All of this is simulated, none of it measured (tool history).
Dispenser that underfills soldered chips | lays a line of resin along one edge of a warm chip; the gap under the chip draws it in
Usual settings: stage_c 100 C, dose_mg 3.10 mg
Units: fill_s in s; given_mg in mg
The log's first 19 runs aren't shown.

run,hour,stage_c,dose_mg,fill_s,given_mg
# hour 177.1: new syringe of resin
20,177.8,91,3.98,46.4,3.92
# hour 184.5: new syringe of resin
21,185.1,108,3.23,26.4,3.20
# hour 191.4: new syringe of resin
22,191.4,110,3.23,24.4,3.17
# hour 198.7: new syringe of resin
23,202.0,110,3.23,26.8,3.18
# hour 205.7: new syringe of resin
24,208.6,94,2.93,45.2,2.86
# hour 212.8: new syringe of resin
25,215.8,91,3.89,49.4,3.78
# hour 220.4: new syringe of resin
26,225.4,108,3.89,31.4,3.85
# hour 227.7: new syringe of resin
27,233.7,95,3.10,49.9,3.01
# hour 235.1: new syringe of resin
28,239.1,95,3.10,47.3,2.99
# hour 242.5: new syringe of resin
29,249.0,95,3.10,49.6,2.99
# hour 250.3: new syringe of resin
# hour 257.5: new syringe of resin
30,261.5,103,3.49,36.1,3.35
# hour 264.9: new syringe of resin
31,268.7,103,3.49,35.0,3.36
# hour 272.3: new syringe of resin
32,275.9,91,3.35,52.4,3.20
# hour 279.5: new syringe of resin
# hour 286.7: new syringe of resin
33,288.4,100,3.14,36.7,3.00

Forecast each of these 5 alternatives for the next run:
# hour 294.1: new syringe of resin
A,295.9,97,3.14,?,?
# hour 294.1: new syringe of resin
B,295.9,97,3.27,?,?
# hour 294.1: new syringe of resin
C,295.9,107,3.10,?,?
# hour 294.1: new syringe of resin
D,295.9,87,3.23,?,?
# hour 294.1: new syringe of resin
E,295.9,87,3.42,?,?

run,fill_s,given_mg
A,40.2,2.91
B,39.9,3.09
C,30.3,2.97
D,55.6,3.02
E,55.7,3.24
Without the tool's hidden state the same runs would have given:
run,fill_s,given_mg
A,34.9,3.06
B,34.7,3.25
C,26.5,3.12
D,48.1,3.18
E,48.4,3.40

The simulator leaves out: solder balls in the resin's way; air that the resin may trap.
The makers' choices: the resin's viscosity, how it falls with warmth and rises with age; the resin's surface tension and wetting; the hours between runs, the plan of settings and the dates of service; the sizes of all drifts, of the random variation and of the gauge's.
